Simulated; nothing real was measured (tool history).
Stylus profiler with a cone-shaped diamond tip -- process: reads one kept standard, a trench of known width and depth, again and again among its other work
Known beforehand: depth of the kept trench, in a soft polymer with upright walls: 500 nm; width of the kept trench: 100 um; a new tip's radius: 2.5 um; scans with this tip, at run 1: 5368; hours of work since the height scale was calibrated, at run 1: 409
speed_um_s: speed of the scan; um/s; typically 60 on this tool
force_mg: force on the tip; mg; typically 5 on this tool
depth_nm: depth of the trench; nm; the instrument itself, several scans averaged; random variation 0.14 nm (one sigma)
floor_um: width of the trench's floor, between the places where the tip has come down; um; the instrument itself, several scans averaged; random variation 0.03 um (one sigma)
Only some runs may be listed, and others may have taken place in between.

run    hour  speed_um_s  force_mg  scans with this tip  hours of work since the height scale was calibrated  depth_nm  floor_um
  1       0          60         5                 5368                                                  409    508.41      96.5
  2    53.1          60         5                 5747                                                  438    508.19      96.4
  3   131.8          31         5                 6310                                                  481       508     96.58
  4   205.6          60         5                 6837                                                  521    508.17     96.42
  5   276.3          60         5                 7343                                                  560    507.72     96.33
  6     318          60      4.82                 7640                                                  583    507.81     96.34
  7   368.7          60      4.82                 8003                                                  610    507.31     96.32
  8   415.2          49      4.82                 8336                                                  636    507.41     96.32
  9   502.2          49      4.82                 8958                                                  683    507.25     96.35
 10   556.9          49      4.82                 9348                                                  713    507.38     96.25
 11   598.2          49      10.1                 9643                                                  735    512.84     96.36
 12   644.9          22      10.1                 9977                                                  761    512.93     96.38
 13   695.5          60      7.46                10339                                                  788    509.86     96.27
 14   766.8          60      7.46                10849                                                  827    510.04     96.22
 15   860.5          60         5                11518                                                  878    507.11     96.18
      876.7  -- height scale calibrated on a step standard
 16   949.1          60     10.03                12149                                                   39    514.15     96.12
 17    1009          44         5                12577                                                   72    508.63     96.12
 18  1076.6          44         5                13060                                                  109    508.69     96.09
 19  1146.6          34         5                13560                                                  147    508.67     96.14
 20  1214.4          79      14.2                14045                                                  184    517.69     96.05
 21  1276.6          72     10.81                14489                                                  218    514.49     95.99
 22  1369.9         207     13.97                15156                                                  269    516.96     95.72
 23  1454.8          37      5.29                15763                                                  315     508.5     95.98
 24  1519.2         183      1.81                16223                                                  350    503.66     95.05
     1549.8  -- new tip fitted, height scale calibrated
 25  1579.8         114      6.42                  215                                                   16    510.78     96.63
 26    1677          66      4.71                  909                                                   69    508.65     96.72
 27  1775.2          66      4.71                 1611                                                  123    508.39     96.66
 28  1836.5          22      1.72                 2049                                                  156    504.14     96.77
 29  1903.5          46       4.3                 2528                                                  193    507.67     96.66
 30  1968.8          33      9.65                 2995                                                  228    513.69     96.74
 31  2065.9         120      4.49                 3689                                                  281    507.78     96.34
 32  2137.9          71      3.15                 4203                                                  321    506.18     96.49
 33  2208.9          71      3.15                 4711                                                  359    505.95     96.39
 34  2252.3          71      3.15                 5022                                                  383       506     96.37
 35  2340.6         102      5.84                 5652                                                  431    509.02     96.42
 36  2438.1         196         5                 6350                                                  484    507.94     95.96
 37  2522.7         196         5                 6954                                                  530    507.96     95.86
 38    2576          65      3.69                 7335                                                  559    506.57     96.31

5 ways to go on from here, each from the tool as it stands after run 38. What would each give?
  A  2647.1          17      4.54                 7844                                                  598         ?         ?
  B  2647.1          36      7.07                 7844                                                  598         ?         ?
  C  2647.1          60      3.45                 7844                                                  598         ?         ?
  D  2647.1         175      4.88                 7844                                                  598         ?         ?
  E  2647.1          50      1.91                 7844                                                  598         ?         ?

run  depth_nm  floor_um
  A    507.09     96.47
  B    510.29     96.51
  C    505.81     96.33
  D    507.77      95.9
  E    503.37     96.19
Without the tool's hidden state the same runs would have given:
run  depth_nm  floor_um
  A    508.44     96.93
  B    511.65     96.97
  C    507.16     96.79
  D    509.13     96.36
  E    504.71     96.66
